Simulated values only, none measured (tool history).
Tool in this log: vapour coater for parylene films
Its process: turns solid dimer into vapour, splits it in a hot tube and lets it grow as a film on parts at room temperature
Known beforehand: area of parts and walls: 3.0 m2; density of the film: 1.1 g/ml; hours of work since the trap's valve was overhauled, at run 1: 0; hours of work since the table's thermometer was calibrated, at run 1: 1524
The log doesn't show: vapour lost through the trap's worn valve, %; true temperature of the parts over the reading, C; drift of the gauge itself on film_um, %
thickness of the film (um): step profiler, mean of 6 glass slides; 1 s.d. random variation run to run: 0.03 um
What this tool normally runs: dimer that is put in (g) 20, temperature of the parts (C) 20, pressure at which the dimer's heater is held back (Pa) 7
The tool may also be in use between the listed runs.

| run | hour | dimer that is put in (g) | temperature of the parts (C) | pressure at which the dimer's heater is held back (Pa) | hours of work since the trap's valve was overhauled | hours of work since the table's thermometer was calibrated | thickness of the film (um) |
|---|---|---|---|---|---|---|---|
| 1 | 0 | 20 | 20 | 7 | 0 | 1524 | 2.76 |
| 2 | 32 | 20 | 20 | 7 | 23 | 1547 | 2.72 |
| 3 | 91.3 | 20 | 28 | 7 | 66 | 1590 | 2.23 |
| 4 | 139.5 | 20 | 28 | 7 | 101 | 1625 | 2.16 |
| 5 | 191.5 | 17 | 28 | 7 | 139 | 1662 | 1.81 |
| 6 | 237 | 17 | 28 | 7 | 171 | 1695 | 1.81 |
| 7 | 281.4 | 17 | 28 | 7 | 204 | 1727 | 1.8 |
|  | 308.1 | trap's valve overhauled |
|  | 312.9 | table's thermometer calibrated |
| 8 | 343.3 | 17 | 28 | 7 | 25 | 22 | 1.65 |
| 9 | 393.7 | 20 | 14 | 7 | 61 | 58 | 2.44 |
| 10 | 450.3 | 20 | 14 | 2.55 | 102 | 99 | 2.54 |
| 11 | 497.2 | 20 | 20 | 7 | 136 | 133 | 2.06 |
|  | 531.7 | trap's valve overhauled, once more |
| 12 | 547.1 | 20 | 20 | 2.58 | 11 | 167 | 3.03 |
| 13 | 581.4 | 20 | 20 | 2.58 | 36 | 191 | 2.87 |
| 14 | 609.2 | 20 | 21 | 7 | 56 | 211 | 2.62 |
| 15 | 635.6 | 20 | 20 | 3.45 | 75 | 231 | 2.72 |
| 16 | 674.9 | 20 | 22 | 3.45 | 104 | 259 | 2.6 |
| 17 | 702.5 | 20 | 22 | 3.45 | 124 | 279 | 2.63 |
| 18 | 755.4 | 20 | 22 | 3.45 | 162 | 317 | 2.48 |
| 19 | 804.5 | 20 | 20 | 7 | 197 | 353 | 2.52 |
|  | 840.1 | trap's valve overhauled |
| 20 | 861.8 | 17 | 18 | 4.81 | 16 | 391 | 2.49 |
| 21 | 920.1 | 17 | 18 | 4.81 | 58 | 434 | 2.4 |
| 22 | 949.8 | 17 | 18 | 4.81 | 79 | 455 | 2.37 |

Run 23 comes next. What will it give?
| 23 | 1005.7 | 21 | 18 | 5.5 | 120 | 495 | ? |

Run 23 gave thickness of the film (um) 2.85.
Take away the tool's hidden state, keep the run-to-run variation as it was, and the same run would have given thickness of the film (um) 3.11.
